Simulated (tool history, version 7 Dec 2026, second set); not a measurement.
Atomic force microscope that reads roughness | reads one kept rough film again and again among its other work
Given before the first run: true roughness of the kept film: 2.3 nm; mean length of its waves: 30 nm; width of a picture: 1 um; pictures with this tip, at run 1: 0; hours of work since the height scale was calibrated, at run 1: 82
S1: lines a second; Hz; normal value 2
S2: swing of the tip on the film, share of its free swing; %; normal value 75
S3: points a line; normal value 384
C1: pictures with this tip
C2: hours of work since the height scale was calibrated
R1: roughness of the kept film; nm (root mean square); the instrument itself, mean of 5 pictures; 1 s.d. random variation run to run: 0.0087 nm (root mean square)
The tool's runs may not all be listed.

| run | hour | S1 | S2 | S3 | C1 | C2 | R1 |
|---|---|---|---|---|---|---|---|
| 1 | 0 | 2 | 75 | 384 | 0 | 82 | 1.92 |
| 2 | 8.6 | 2 | 75 | 384 | 15 | 87 | 1.917 |
| 3 | 21.5 | 2 | 75 | 384 | 38 | 94 | 1.881 |
| 4 | 33.5 | 2 | 75 | 384 | 60 | 101 | 1.875 |
| 5 | 45.8 | 2 | 87 | 384 | 82 | 108 | 1.735 |
| 6 | 53.6 | 2 | 87 | 384 | 96 | 112 | 1.748 |
| 7 | 67.9 | 0.56 | 75 | 384 | 121 | 120 | 1.909 |
| 8 | 76.2 | 0.56 | 75 | 384 | 136 | 125 | 1.897 |
| 9 | 84.9 | 2 | 75 | 384 | 151 | 130 | 1.795 |
| 10 | 93.9 | 1.4 | 75 | 384 | 167 | 135 | 1.821 |
| 11 | 105.1 | 1.4 | 75 | 384 | 187 | 141 | 1.803 |
| 12 | 115.8 | 1.57 | 75 | 384 | 207 | 147 | 1.77 |
| 13 | 125.1 | 2 | 75 | 384 | 223 | 153 | 1.75 |
| 14 | 135.5 | 2 | 75 | 384 | 242 | 158 | 1.715 |
| 15 | 143.4 | 2 | 76 | 384 | 256 | 163 | 1.706 |
| 16 | 152.4 | 2 | 76 | 384 | 272 | 168 | 1.709 |
| 17 | 160.2 | 2 | 76 | 384 | 286 | 172 | 1.693 |
|  | 161.8 | height scale calibrated on a step standard |
| 18 | 176.1 | 2 | 76 | 384 | 312 | 8 | 1.667 |
| 19 | 188.2 | 2 | 76 | 384 | 334 | 15 | 1.665 |
|  | 193.3 | height scale calibrated on a step standard, once more |
| 20 | 200.9 | 2 | 76 | 384 | 355 | 4 | 1.642 |
|  | 203.2 | new tip fitted |
| 21 | 211.3 | 2 | 76 | 384 | 14 | 10 | 1.886 |
| 22 | 223 | 2 | 75 | 384 | 35 | 17 | 1.877 |
| 23 | 230.9 | 2 | 75 | 384 | 49 | 21 | 1.882 |
| 24 | 240 | 2 | 75 | 561 | 66 | 26 | 1.864 |
| 25 | 253.7 | 2 | 75 | 561 | 90 | 34 | 1.848 |
| 26 | 264.5 | 2 | 88 | 561 | 109 | 40 | 1.717 |
| 27 | 277.6 | 2 | 75 | 384 | 133 | 47 | 1.808 |
| 28 | 290.9 | 2 | 71 | 879 | 156 | 55 | 1.824 |
| 29 | 298.7 | 2 | 65 | 817 | 170 | 59 | 1.854 |
| 30 | 311.4 | 1.91 | 75 | 809 | 193 | 67 | 1.767 |
| 31 | 320.3 | 1.85 | 64 | 805 | 209 | 72 | 1.809 |
| 32 | 331.4 | 1.85 | 64 | 805 | 229 | 78 | 1.802 |
| 33 | 345.7 | 0.74 | 69 | 993 | 254 | 86 | 1.812 |
| 34 | 353.7 | 0.54 | 66 | 384 | 268 | 90 | 1.824 |
| 35 | 367.9 | 2.75 | 82 | 526 | 294 | 98 | 1.578 |
| 36 | 374.6 | 0.66 | 88 | 635 | 306 | 102 | 1.743 |
| 37 | 386.8 | 3.63 | 75 | 875 | 327 | 109 | 1.575 |
| 38 | 398.6 | 1.38 | 68 | 590 | 348 | 116 | 1.72 |
|  | 403.7 | new tip fitted |
| 39 | 413.8 | 0.66 | 68 | 800 | 18 | 124 | 2.041 |
| 40 | 423.1 | 2 | 60 | 643 | 34 | 129 | 2 |
| 41 | 429.2 | 0.72 | 88 | 270 | 45 | 133 | 1.914 |
| 42 | 436 | 2.82 | 69 | 592 | 57 | 137 | 1.891 |
| 43 | 445 | 2.82 | 69 | 592 | 73 | 142 | 1.887 |
| 44 | 451.2 | 1.51 | 74 | 482 | 84 | 145 | 1.899 |
| 45 | 465.5 | 2.5 | 74 | 556 | 110 | 153 | 1.823 |
| 46 | 480 | 2.46 | 75 | 369 | 136 | 162 | 1.792 |
| 47 | 494.9 | 1.12 | 75 | 893 | 162 | 170 | 1.866 |
| 48 | 501.2 | 1.12 | 75 | 893 | 173 | 174 | 1.856 |
| 49 | 510.6 | 3.03 | 75 | 893 | 190 | 179 | 1.732 |
| 50 | 518 | 2 | 72 | 761 | 203 | 183 | 1.799 |
| 51 | 531.9 | 2 | 87 | 384 | 228 | 191 | 1.645 |
| 52 | 545.5 | 2 | 87 | 384 | 252 | 199 | 1.635 |
| 53 | 553.1 | 2 | 87 | 384 | 266 | 203 | 1.642 |

Hidden state at the last listed run before each entry between runs and at the first one after, where it differs:
Runs 17 to 18: height scale calibrated on a step standard (hour 161.8)
  radius of the tip, nm: 25.1 -> 26.4; height scale over the true one, %: 0.2 -> 0.26
  difference, measured minus the result without the unlogged condition, R1: -0.229 -> -0.245 nm (root mean square)
Runs 19 to 20: height scale calibrated on a step standard, once more (hour 193.3)
  radius of the tip, nm: 27.4 -> 28.4; height scale over the true one, %: 0.27 -> 0.01
  difference, measured minus the result without the unlogged condition, R1: -0.26 -> -0.277 nm (root mean square)
Runs 20 to 21: new tip fitted (hour 203.2)
  radius of the tip, nm: 28.4 -> 11.5
  difference, measured minus the result without the unlogged condition, R1: -0.277 -> -0.027 nm (root mean square)
Runs 38 to 39: new tip fitted (hour 403.7)
  radius of the tip, nm: 28.6 -> 10.9; height scale over the true one, %: 0.12 -> 0.13
  difference, measured minus the result without the unlogged condition, R1: -0.291 -> -0.014 nm (root mean square)
